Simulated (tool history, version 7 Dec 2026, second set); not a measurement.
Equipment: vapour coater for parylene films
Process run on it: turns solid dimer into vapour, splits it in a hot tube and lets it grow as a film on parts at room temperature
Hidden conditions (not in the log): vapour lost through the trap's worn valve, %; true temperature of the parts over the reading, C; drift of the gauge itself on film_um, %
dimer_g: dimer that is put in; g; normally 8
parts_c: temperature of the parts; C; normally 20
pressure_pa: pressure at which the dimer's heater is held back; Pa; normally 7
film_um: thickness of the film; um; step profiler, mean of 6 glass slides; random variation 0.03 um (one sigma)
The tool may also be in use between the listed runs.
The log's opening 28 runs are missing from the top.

| run | hour | dimer_g | parts_c | pressure_pa | hours of work since the trap's valve was overhauled | hours of work since the table's thermometer was calibrated | film_um |
|---|---|---|---|---|---|---|---|
| 29 | 370.9 | 10 | 30 | 4.74 | 89 | 461 | 3.69 |
| 30 | 384.1 | 8 | 17 | 7 | 99 | 471 | 4.75 |
| 31 | 394.8 | 8 | 17 | 7 | 107 | 479 | 4.76 |
| 32 | 404.9 | 8 | 17 | 7 | 115 | 487 | 4.87 |
| 33 | 421.9 | 12 | 12 | 5.12 | 128 | 500 | 8.74 |
| 34 | 434.7 | 12 | 12 | 5.12 | 137 | 510 | 8.78 |
| 35 | 444.3 | 12 | 12 | 5.12 | 145 | 517 | 8.69 |
| 36 | 457.1 | 12 | 12 | 5.12 | 154 | 527 | 8.63 |
| 37 | 467.5 | 12 | 20 | 4.65 | 162 | 535 | 6.66 |
| 38 | 477.7 | 12 | 20 | 4.65 | 170 | 543 | 6.63 |
| 39 | 492.6 | 12 | 19 | 2.92 | 181 | 554 | 7.49 |
| 40 | 505.8 | 8 | 12 | 2.14 | 192 | 564 | 5.71 |
| 41 | 516.1 | 8 | 12 | 2.14 | 199 | 572 | 5.79 |
| 42 | 529.9 | 8 | 12 | 2.14 | 210 | 582 | 5.82 |
| 43 | 545 | 4 | 15 | 7 | 221 | 594 | 2.54 |
| 44 | 555.5 | 4 | 15 | 7 | 229 | 602 | 2.57 |
| 45 | 563.9 | 8 | 17 | 11.96 | 236 | 608 | 4.29 |
| 46 | 581.9 | 8 | 17 | 11.96 | 250 | 622 | 4.36 |
| 47 | 596.1 | 14 | 14 | 3.28 | 260 | 633 | 10 |

Below are 3 alternative next runs, each starting from the tool's condition after run 47. Predict each:
| A | 612.9 | 14 | 25 | 6.21 | 273 | 646 | ? |
| B | 612.9 | 5 | 17 | 5.91 | 273 | 646 | ? |
| C | 612.9 | 8 | 14 | 3.28 | 273 | 646 | ? |

| run | film_um |
|---|---|
| A | 5.97 |
| B | 2.95 |
| C | 5.76 |
Take away the tool's hidden state, keep each run's random variation, and the runs would have read:
| run | film_um |
|---|---|
| A | 6.12 |
| B | 3.03 |
| C | 5.97 |
